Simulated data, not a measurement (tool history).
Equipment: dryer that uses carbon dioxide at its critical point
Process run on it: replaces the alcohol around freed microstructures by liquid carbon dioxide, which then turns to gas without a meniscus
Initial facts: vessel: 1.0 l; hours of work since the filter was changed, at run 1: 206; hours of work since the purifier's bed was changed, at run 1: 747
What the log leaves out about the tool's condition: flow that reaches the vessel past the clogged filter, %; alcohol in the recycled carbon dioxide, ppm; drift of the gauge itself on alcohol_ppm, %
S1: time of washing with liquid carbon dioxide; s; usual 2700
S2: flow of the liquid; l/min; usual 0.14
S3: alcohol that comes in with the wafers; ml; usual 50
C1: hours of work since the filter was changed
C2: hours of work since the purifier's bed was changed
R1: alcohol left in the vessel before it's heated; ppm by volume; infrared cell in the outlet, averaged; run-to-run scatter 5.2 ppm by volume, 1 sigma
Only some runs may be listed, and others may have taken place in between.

run	day	S1	S2	S3	C1	C2	R1
1	0	2700	0.14	50	206	747	239
2	0.879	2700	0.226	50	222	763	73
3	1.396	1920	0.226	50	231	772	149
# day 2.292: inlet filter changed
4	2.683	1920	0.226	50	7	795	99
5	3.95	1920	0.226	83	30	817	131
6	4.554	1920	0.226	83	41	828	134
7	5.312	1920	0.226	83	54	842	142
8	6.125	1920	0.226	83	69	857	156
9	6.871	1920	0.226	83	82	870	157
10	7.612	1920	0.226	83	96	883	163
11	8.292	1920	0.234	83	108	896	144
12	9.108	2700	0.14	50	123	910	220
13	9.9	2700	0.14	50	137	924	226
14	10.775	2700	0.14	50	153	940	232
15	11.954	2700	0.14	50	174	961	241
16	12.925	2220	0.181	55	191	979	224
17	13.912	2220	0.181	55	209	997	222
18	14.542	3180	0.12	50	220	1008	268
19	15.125	3600	0.206	38	231	1018	77
# day 15.983: inlet filter changed
20	15.983	3600	0.206	38	0	1033	79
21	17.242	3600	0.158	29	23	1056	81
22	18.196	3600	0.158	29	40	1073	86
23	18.967	3000	0.112	109	54	1087	574
24	20.196	2700	0.111	60	76	1109	599
25	21.233	2700	0.122	60	94	1128	419
26	22.246	1920	0.092	31	113	1146	2006
27	23.183	2880	0.103	38	130	1163	475
28	24.275	2160	0.14	88	149	1182	977

Per-run results on a tool with no hidden state, each run keeping its own random variation:
run	R1
1	98
2	12
3	41
4	37
5	64
6	62
7	66
8	74
9	69
10	70
11	52
12	104
13	102
14	99
15	95
16	82
17	73
18	97
19	0
20	4
21	4
22	9
23	419
24	422
25	255
26	1611
27	277
28	600

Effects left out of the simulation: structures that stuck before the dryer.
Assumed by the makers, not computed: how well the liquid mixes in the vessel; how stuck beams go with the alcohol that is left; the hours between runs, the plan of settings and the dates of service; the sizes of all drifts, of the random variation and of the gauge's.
